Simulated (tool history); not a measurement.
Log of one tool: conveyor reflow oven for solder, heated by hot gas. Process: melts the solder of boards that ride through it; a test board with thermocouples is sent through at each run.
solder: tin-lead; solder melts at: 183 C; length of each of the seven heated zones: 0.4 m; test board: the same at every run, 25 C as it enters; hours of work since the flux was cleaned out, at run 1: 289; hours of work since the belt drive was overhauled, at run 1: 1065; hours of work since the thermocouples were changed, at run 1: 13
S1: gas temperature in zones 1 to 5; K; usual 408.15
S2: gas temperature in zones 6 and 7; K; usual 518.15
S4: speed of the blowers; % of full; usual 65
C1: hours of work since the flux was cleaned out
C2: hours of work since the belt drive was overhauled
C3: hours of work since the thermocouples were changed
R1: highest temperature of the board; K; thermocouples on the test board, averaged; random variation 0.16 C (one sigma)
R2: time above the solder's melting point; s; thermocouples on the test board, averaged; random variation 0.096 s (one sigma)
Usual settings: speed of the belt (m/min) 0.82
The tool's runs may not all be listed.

Run 1, hour 0: usual settings; C1 289; C2 1065; C3 13. Result: R1 502.45 K, R2 49.43 s.
Run 2, hour 29: usual settings; C1 305; C2 1081; C3 29. Result: R1 502.45 K, R2 49.48 s.
Run 3, hour 62.9: usual settings but speed of the belt (m/min) 0.74; C1 324; C2 1100; C3 48. Result: R1 505.55 K, R2 56.41 s.
Run 4, hour 97.6: usual settings but S1 403.15 K; C1 343; C2 1119; C3 67. Result: R1 501.35 K, R2 48.11 s.
Run 5, hour 124.8: usual settings but S1 403.15 K; C1 358; C2 1134; C3 82. Result: R1 501.35 K, R2 47.72 s.
Run 6, hour 161.7: usual settings but S1 403.15 K; C1 379; C2 1155; C3 103. Result: R1 501.75 K, R2 47.73 s.
Run 7, hour 189.3: usual settings but S1 403.15 K; C1 394; C2 1170; C3 118. Result: R1 501.85 K, R2 47.9 s.
Run 8, hour 218.9: usual settings but S1 403.15 K; C1 410; C2 1187; C3 135. Result: R1 501.45 K, R2 48.05 s.
Run 9, hour 245.2: usual settings but S1 403.15 K; C1 425; C2 1201; C3 149. Result: R1 501.65 K, R2 47.77 s.
At hour 279.8: flux residue cleaned out of gas plates and filters.
Run 10, hour 286.9: usual settings but S1 407.15 K; C1 4; C2 1222; C3 170. Result: R1 502.35 K, R2 49.01 s.
Run 11, hour 306.4: usual settings; C1 15; C2 1233; C3 180. Result: R1 502.35 K, R2 49.33 s.
Run 12, hour 334.4: usual settings but speed of the belt (m/min) 0.677; C1 30; C2 1248; C3 196. Result: R1 507.95 K, R2 62.97 s.
Run 13, hour 378.5: usual settings but speed of the belt (m/min) 0.677; C1 55; C2 1273; C3 221. Result: R1 507.95 K, R2 63 s.
Run 14, hour 406.4: usual settings but speed of the belt (m/min) 0.677; C1 70; C2 1288; C3 236. Result: R1 507.85 K, R2 62.99 s.
Run 15, hour 439.4: usual settings but S2 519.15 K, speed of the belt (m/min) 0.878; C1 89; C2 1307; C3 254. Result: R1 500.95 K, R2 45.3 s.
Run 16, hour 479.6: usual settings but S1 416.15 K, speed of the belt (m/min) 0.805; C1 111; C2 1329; C3 277. Result: R1 504.15 K, R2 53.02 s.
Run 17, hour 518.3: usual settings but S1 416.15 K, S2 512.15 K, speed of the belt (m/min) 0.805; C1 133; C2 1351; C3 298. Result: R1 498.75 K, R2 50.87 s.
Run 18, hour 545: usual settings but S1 416.15 K, S2 512.15 K, speed of the belt (m/min) 0.805; C1 148; C2 1365; C3 313. Result: R1 498.75 K, R2 50.83 s.
Run 19, hour 587.2: usual settings but S1 416.15 K, S2 512.15 K, speed of the belt (m/min) 0.805; C1 171; C2 1389; C3 337. Result: R1 498.55 K, R2 50.73 s.
Run 20, hour 620.5: usual settings but S1 415.15 K, speed of the belt (m/min) 0.887; C1 190; C2 1407; C3 355. Result: R1 501.05 K, R2 46.3 s.
Run 21, hour 658.4: usual settings but S1 415.15 K, speed of the belt (m/min) 0.887; C1 211; C2 1429; C3 376. Result: R1 500.95 K, R2 46.57 s.
Run 22, hour 678.7: usual settings but S2 508.15 K, S4 60 % of full; C1 222; C2 1440; C3 388. Result: R1 491.85 K, R2 44.22 s.
Run 23, hour 706.8: usual settings but S2 508.15 K, S4 60 % of full; C1 238; C2 1455; C3 403. Result: R1 492.15 K, R2 44.01 s.

Forecast run 24:
Run 24, hour 749.1: usual settings but S2 517.15 K, S4 61 % of full; C1 261; C2 1479; C3 427. Result: R1 ?, R2 ?.

R1: 500.15 K
R2: 48.24 s
Without the tool's hidden state the same run would have given R1 500.15 K, R2 48.22 s.
